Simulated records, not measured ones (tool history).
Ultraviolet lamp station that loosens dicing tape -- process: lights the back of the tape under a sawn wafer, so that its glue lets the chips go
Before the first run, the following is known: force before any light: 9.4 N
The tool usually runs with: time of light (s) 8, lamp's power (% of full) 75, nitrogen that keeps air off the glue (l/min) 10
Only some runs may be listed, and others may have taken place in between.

run,day,time of light (s),lamp's power (% of full),nitrogen that keeps air off the glue (l/min),force that peels the tape off (N),light that reached the tape (mJ/cm2)
1,0,8,75,10,1.663,369
2,0.479,8,78,10,1.61,380
3,1.1,8,75,10,1.748,357
4,1.938,8,75,10,1.764,354
5,2.725,7,75,10,2.208,313
6,3.267,8,75,10,1.828,352
7,3.988,8,61,10,2.412,286
8,4.7,8,61,10,2.455,280
9,5.208,8,61,10,2.479,281
10,5.629,8,75,15,1.461,341
11,5.971,8,75,15,1.431,341
12,6.596,8,75,15,1.482,339
13,6.996,8,75,15,1.511,337
14,7.779,10,67,11,1.533,371
15,8.592,8,90,10,1.465,395
16,9.108,8,90,10,1.485,393
17,9.854,6,89,7,2.927,288
18,10.312,13,95,10,0.547,668
19,11.062,9,75,10,1.768,355
20,11.854,4,72,12,4.276,152
21,12.446,10,61,10,2.132,324
22,13.254,10,61,10,2.062,316
23,13.992,4,89,16,3.346,178
24,14.438,5,60,18,3.794,150
25,14.967,5,60,18,3.745,152
26,15.521,5,60,18,3.809,149

Below are 3 alternative next runs, each starting from the tool's condition after run 26. Predict each:
A,16.296,8,66,4,?,?
B,16.296,13,72,17,?,?
C,16.296,5,83,11,?,?

run,force that peels the tape off (N),light that reached the tape (mJ/cm2)
A,4.032,263
B,0.749,468
C,3.343,209
Without the tool's hidden state the same runs would have given:
run,force that peels the tape off (N),light that reached the tape (mJ/cm2)
A,2.733,387
B,0.359,687
C,2.108,306

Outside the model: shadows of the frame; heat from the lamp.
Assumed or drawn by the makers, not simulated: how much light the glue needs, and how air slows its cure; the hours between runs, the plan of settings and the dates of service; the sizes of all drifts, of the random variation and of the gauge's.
